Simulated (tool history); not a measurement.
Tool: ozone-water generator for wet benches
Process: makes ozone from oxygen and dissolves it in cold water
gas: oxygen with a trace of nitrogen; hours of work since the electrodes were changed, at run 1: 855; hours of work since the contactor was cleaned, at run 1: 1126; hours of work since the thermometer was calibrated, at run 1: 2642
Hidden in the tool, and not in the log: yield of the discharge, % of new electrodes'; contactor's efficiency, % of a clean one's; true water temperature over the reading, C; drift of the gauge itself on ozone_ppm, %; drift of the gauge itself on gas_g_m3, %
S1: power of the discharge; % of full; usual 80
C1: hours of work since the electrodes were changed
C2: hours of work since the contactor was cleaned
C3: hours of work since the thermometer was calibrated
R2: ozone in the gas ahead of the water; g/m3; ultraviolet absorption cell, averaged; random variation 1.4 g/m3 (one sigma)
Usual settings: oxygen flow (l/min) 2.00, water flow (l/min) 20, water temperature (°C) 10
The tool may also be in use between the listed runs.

run 1 hour=0.0 | S1=80 oxygen_flow_(l/min)=2.00 water_flow_(l/min)=20 water_temperature_(°C)=10 | C1=855 C2=1126 C3=2642 | dissolved_ozone_(ppm)=10.8 R2=251.5
run 2 hour=97.3 | S1=80 oxygen_flow_(l/min)=2.00 water_flow_(l/min)=20 water_temperature_(°C)=10 | C1=925 C2=1195 C3=2711 | dissolved_ozone_(ppm)=10.9 R2=248.4
run 3 hour=247.4 | S1=80 oxygen_flow_(l/min)=2.00 water_flow_(l/min)=20 water_temperature_(°C)=10 | C1=1032 C2=1303 C3=2819 | dissolved_ozone_(ppm)=10.7 R2=245.6
run 4 hour=339.2 | S1=80 oxygen_flow_(l/min)=2.00 water_flow_(l/min)=28 water_temperature_(°C)=10 | C1=1098 C2=1369 C3=2885 | dissolved_ozone_(ppm)=7.2 R2=246.5
run 5 hour=410.7 | S1=80 oxygen_flow_(l/min)=2.00 water_flow_(l/min)=28 water_temperature_(°C)=10 | C1=1149 C2=1420 C3=2936 | dissolved_ozone_(ppm)=7.3 R2=247.4
run 6 hour=559.1 | S1=80 oxygen_flow_(l/min)=2.00 water_flow_(l/min)=28 water_temperature_(°C)=10 | C1=1256 C2=1527 C3=3043 | dissolved_ozone_(ppm)=7.2 R2=242.5
run 7 hour=668.3 | S1=80 oxygen_flow_(l/min)=2.00 water_flow_(l/min)=15 water_temperature_(°C)=10 | C1=1334 C2=1605 C3=3121 | dissolved_ozone_(ppm)=14.2 R2=243.1
run 8 hour=836.9 | S1=69 oxygen_flow_(l/min)=2.00 water_flow_(l/min)=20 water_temperature_(°C)=10 | C1=1455 C2=1726 C3=3242 | dissolved_ozone_(ppm)=9.3 R2=218.5
run 9 hour=991.1 | S1=80 oxygen_flow_(l/min)=1.59 water_flow_(l/min)=20 water_temperature_(°C)=10 | C1=1566 C2=1836 C3=3352 | dissolved_ozone_(ppm)=9.7 R2=273.6
run 10 hour=1139.0 | S1=80 oxygen_flow_(l/min)=2.00 water_flow_(l/min)=14 water_temperature_(°C)=10 | C1=1672 C2=1942 C3=3458 | dissolved_ozone_(ppm)=14.9 R2=239.5
run 11 hour=1274.6 | S1=80 oxygen_flow_(l/min)=2.00 water_flow_(l/min)=14 water_temperature_(°C)=10 | C1=1769 C2=2040 C3=3556 | dissolved_ozone_(ppm)=14.9 R2=238.0
run 12 hour=1356.3 | S1=80 oxygen_flow_(l/min)=2.00 water_flow_(l/min)=14 water_temperature_(°C)=10 | C1=1827 C2=2098 C3=3614 | dissolved_ozone_(ppm)=14.8 R2=240.8
run 13 hour=1486.1 | S1=44 oxygen_flow_(l/min)=2.00 water_flow_(l/min)=14 water_temperature_(°C)=10 | C1=1921 C2=2191 C3=3707 | dissolved_ozone_(ppm)=10.0 R2=160.2
-- hour=1593.8 water thermometer calibrated
run 14 hour=1634.2 | S1=44 oxygen_flow_(l/min)=2.00 water_flow_(l/min)=14 water_temperature_(°C)=10 | C1=2026 C2=2297 C3=29 | dissolved_ozone_(ppm)=9.9 R2=160.6
run 15 hour=1742.0 | S1=80 oxygen_flow_(l/min)=2.00 water_flow_(l/min)=25 water_temperature_(°C)=10 | C1=2104 C2=2374 C3=106 | dissolved_ozone_(ppm)=7.9 R2=235.1
run 16 hour=1883.8 | S1=80 oxygen_flow_(l/min)=2.00 water_flow_(l/min)=25 water_temperature_(°C)=10 | C1=2205 C2=2476 C3=208 | dissolved_ozone_(ppm)=7.8 R2=236.3
-- hour=2015.4 contactor cleaned
run 17 hour=2026.5 | S1=80 oxygen_flow_(l/min)=1.08 water_flow_(l/min)=20 water_temperature_(°C)=10 | C1=2305 C2=8 C3=307 | dissolved_ozone_(ppm)=7.7 R2=322.9
run 18 hour=2100.2 | S1=80 oxygen_flow_(l/min)=1.08 water_flow_(l/min)=20 water_temperature_(°C)=10 | C1=2358 C2=61 C3=360 | dissolved_ozone_(ppm)=7.6 R2=322.9
run 19 hour=2208.7 | S1=95 oxygen_flow_(l/min)=1.87 water_flow_(l/min)=19 water_temperature_(°C)=9 | C1=2435 C2=139 C3=438 | dissolved_ozone_(ppm)=11.0 R2=270.6
run 20 hour=2296.7 | S1=80 oxygen_flow_(l/min)=1.40 water_flow_(l/min)=20 water_temperature_(°C)=10 | C1=2498 C2=202 C3=501 | dissolved_ozone_(ppm)=8.4 R2=278.5
-- hour=2402.4 contactor cleaned, once more
run 21 hour=2409.0 | S1=71 oxygen_flow_(l/min)=1.92 water_flow_(l/min)=20 water_temperature_(°C)=9 | C1=2576 C2=5 C3=579 | dissolved_ozone_(ppm)=9.5 R2=217.6
run 22 hour=2496.7 | S1=71 oxygen_flow_(l/min)=1.92 water_flow_(l/min)=13 water_temperature_(°C)=7 | C1=2639 C2=68 C3=642 | dissolved_ozone_(ppm)=14.9 R2=216.8
run 23 hour=2644.5 | S1=80 oxygen_flow_(l/min)=3.27 water_flow_(l/min)=17 water_temperature_(°C)=10 | C1=2745 C2=174 C3=748 | dissolved_ozone_(ppm)=13.7 R2=175.3
run 24 hour=2800.2 | S1=80 oxygen_flow_(l/min)=1.66 water_flow_(l/min)=15 water_temperature_(°C)=18 | C1=2857 C2=285 C3=859 | dissolved_ozone_(ppm)=12.4 R2=251.3
run 25 hour=2876.3 | S1=80 oxygen_flow_(l/min)=2.00 water_flow_(l/min)=23 water_temperature_(°C)=8 | C1=2911 C2=340 C3=914 | dissolved_ozone_(ppm)=8.8 R2=225.4
run 26 hour=3031.0 | S1=91 oxygen_flow_(l/min)=2.00 water_flow_(l/min)=29 water_temperature_(°C)=11 | C1=3022 C2=451 C3=1025 | dissolved_ozone_(ppm)=7.2 R2=243.9
run 27 hour=3110.5 | S1=71 oxygen_flow_(l/min)=3.32 water_flow_(l/min)=30 water_temperature_(°C)=11 | C1=3079 C2=508 C3=1082 | dissolved_ozone_(ppm)=6.9 R2=159.9
run 28 hour=3203.5 | S1=52 oxygen_flow_(l/min)=2.00 water_flow_(l/min)=20 water_temperature_(°C)=10 | C1=3146 C2=574 C3=1148 | dissolved_ozone_(ppm)=7.5 R2=168.9
run 29 hour=3363.3 | S1=80 oxygen_flow_(l/min)=2.38 water_flow_(l/min)=28 water_temperature_(°C)=10 | C1=3260 C2=689 C3=1263 | dissolved_ozone_(ppm)=7.2 R2=200.4
run 30 hour=3471.5 | S1=43 oxygen_flow_(l/min)=2.00 water_flow_(l/min)=16 water_temperature_(°C)=10 | C1=3338 C2=767 C3=1341 | dissolved_ozone_(ppm)=8.5 R2=150.5
run 31 hour=3552.5 | S1=56 oxygen_flow_(l/min)=2.00 water_flow_(l/min)=20 water_temperature_(°C)=10 | C1=3396 C2=825 C3=1399 | dissolved_ozone_(ppm)=7.7 R2=176.9
run 32 hour=3667.9 | S1=96 oxygen_flow_(l/min)=2.00 water_flow_(l/min)=15 water_temperature_(°C)=10 | C1=3479 C2=907 C3=1481 | dissolved_ozone_(ppm)=14.7 R2=246.6
run 33 hour=3793.9 | S1=96 oxygen_flow_(l/min)=2.00 water_flow_(l/min)=15 water_temperature_(°C)=10 | C1=3569 C2=998 C3=1572 | dissolved_ozone_(ppm)=14.5 R2=247.6

Hidden state at the last listed run before each entry between runs and at the first one after, where it differs:
Between runs 13 and 14: water thermometer calibrated (hour 1593.8)
  yield of the discharge, % of new electrodes': 92.8 -> 92.3; contactor's efficiency, % of a clean one's: 91.4 -> 91; true water temperature over the reading, C: 0.38 -> -0.05
  measured less the result without the state, dissolved ozone (ppm): -1.1 -> -1.2; R2: -8.4 -> -8.9 g/m3
Between runs 16 and 17: contactor cleaned (hour 2015.4)
  yield of the discharge, % of new electrodes': 91.7 -> 91.3; contactor's efficiency, % of a clean one's: 90.4 -> 83.8
  measured less the result without the state, dissolved ozone (ppm): -1.4 -> -1.9; R2: -23.5 -> -33.9 g/m3
Between runs 20 and 21: contactor cleaned, once more (hour 2402.4)
  yield of the discharge, % of new electrodes': 90.5 -> 90.2; contactor's efficiency, % of a clean one's: 83.1 -> 99.5; true water temperature over the reading, C: -0.01 -> 0
  measured less the result without the state, dissolved ozone (ppm): -2.2 -> -1.1; R2: -32.0 -> -23.9 g/m3
